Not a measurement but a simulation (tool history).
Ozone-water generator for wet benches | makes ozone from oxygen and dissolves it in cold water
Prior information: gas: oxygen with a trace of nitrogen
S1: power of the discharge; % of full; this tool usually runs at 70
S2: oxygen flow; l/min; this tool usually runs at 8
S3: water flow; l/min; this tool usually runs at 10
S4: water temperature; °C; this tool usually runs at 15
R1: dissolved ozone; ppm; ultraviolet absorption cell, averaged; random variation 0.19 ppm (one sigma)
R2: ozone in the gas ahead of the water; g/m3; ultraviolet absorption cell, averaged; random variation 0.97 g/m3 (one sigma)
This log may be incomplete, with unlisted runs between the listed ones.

run 1 day=0 | S1=70 S2=8 S3=10 S4=15 | R1=27.7 R2=168
run 2 day=3.138 | S1=53 S2=8 S3=10 S4=15 | R1=22.6 R2=136.7
run 3 day=5.375 | S1=65 S2=8 S3=10 S4=15 | R1=26.1 R2=156.5
run 4 day=7.246 | S1=70 S2=8 S3=10 S4=15 | R1=27.8 R2=168.6
run 5 day=11.104 | S1=70 S2=8 S3=14 S4=15 | R1=22.9 R2=167.3
run 6 day=13.175 | S1=70 S2=8 S3=14 S4=15 | R1=22.6 R2=166.9
run 7 day=16.862 | S1=62 S2=8 S3=10 S4=15 | R1=25.3 R2=152.3
run 8 day=19.946 | S1=62 S2=8 S3=10 S4=15 | R1=25.8 R2=152.7
run 9 day=22.821 | S1=70 S2=8 S3=10 S4=15 | R1=27.6 R2=164.8
run 10 day=26.104 | S1=70 S2=8 S3=10 S4=15 | R1=27.6 R2=166.3
run 11 day=28.542 | S1=70 S2=8 S3=10 S4=15 | R1=27.2 R2=166
run 12 day=31.2 | S1=70 S2=8 S3=10 S4=15 | R1=27.2 R2=166.3
-- day=32.821 contactor cleaned
run 13 day=34.208 | S1=70 S2=8 S3=10 S4=15 | R1=27.7 R2=166.3
run 14 day=36.338 | S1=70 S2=8 S3=10 S4=15 | R1=27.7 R2=167.5
run 15 day=38.333 | S1=42 S2=5.5 S3=10 S4=15 | R1=21.9 R2=150.3
-- day=38.712 water thermometer calibrated
run 16 day=41.646 | S1=70 S2=8.11 S3=14 S4=15 | R1=22.9 R2=165.6
run 17 day=45.008 | S1=70 S2=8.11 S3=13 S4=15 | R1=23.5 R2=163.9
run 18 day=47.258 | S1=75 S2=8 S3=10 S4=15 | R1=28.8 R2=175.4

Consider 4 possible next runs. They are alternatives, not a sequence: every one starts from the tool as it was left by run 18. What does each give?
run A day=50.912 | S1=64 S2=13.28 S3=10 S4=18 | R1=? R2=?
run B day=50.912 | S1=45 S2=8 S3=8 S4=15 | R1=? R2=?
run C day=50.912 | S1=53 S2=8 S3=7 S4=22 | R1=? R2=?
run D day=50.912 | S1=55 S2=8 S3=11 S4=11 | R1=? R2=?

run=A R1=19.4 R2=111.6
run=B R1=22.4 R2=121.7
run=C R1=22.5 R2=136.4
run=D R1=24 R2=141.5
The same runs, with their run-to-run variation unchanged, on a tool lacking any hidden condition would have given:
run=A R1=19.4 R2=111.7
run=B R1=22.4 R2=121.7
run=C R1=22.5 R2=136.4
run=D R1=24 R2=141.5

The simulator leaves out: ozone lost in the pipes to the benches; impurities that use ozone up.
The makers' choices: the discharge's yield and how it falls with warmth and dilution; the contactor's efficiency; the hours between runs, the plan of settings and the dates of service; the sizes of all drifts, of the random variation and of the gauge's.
